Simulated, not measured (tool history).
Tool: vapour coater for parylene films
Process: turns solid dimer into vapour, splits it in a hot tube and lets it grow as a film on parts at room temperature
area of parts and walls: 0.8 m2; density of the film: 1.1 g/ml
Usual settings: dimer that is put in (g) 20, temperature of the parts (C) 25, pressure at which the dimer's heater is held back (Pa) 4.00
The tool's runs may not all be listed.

run,hour,dimer that is put in (g),temperature of the parts (C),pressure at which the dimer's heater is held back (Pa),thickness of the film (um)
1,0.0,20,25,4.00,14.78
2,15.6,20,25,4.00,14.74
3,26.3,20,25,4.00,14.74
4,40.1,20,25,4.00,14.77
5,56.2,20,25,4.00,14.78
6,68.5,20,25,4.00,14.80
7,77.9,25,25,4.37,18.08
8,86.5,20,22,4.00,17.04
9,98.6,20,31,6.23,9.96
10,109.5,20,31,6.23,10.01

4 ways to go on from here, each from the tool as it stands after run 10. What would each give?
A,126.8,18,22,4.90,?
B,126.8,20,31,4.00,?
C,126.8,27,31,9.05,?
D,126.8,18,26,11.92,?

run,thickness of the film (um)
A,14.67
B,11.07
C,12.40
D,10.00
Without the tool's hidden state the same runs would have given:
run,thickness of the film (um)
A,14.68
B,11.08
C,12.42
D,10.01

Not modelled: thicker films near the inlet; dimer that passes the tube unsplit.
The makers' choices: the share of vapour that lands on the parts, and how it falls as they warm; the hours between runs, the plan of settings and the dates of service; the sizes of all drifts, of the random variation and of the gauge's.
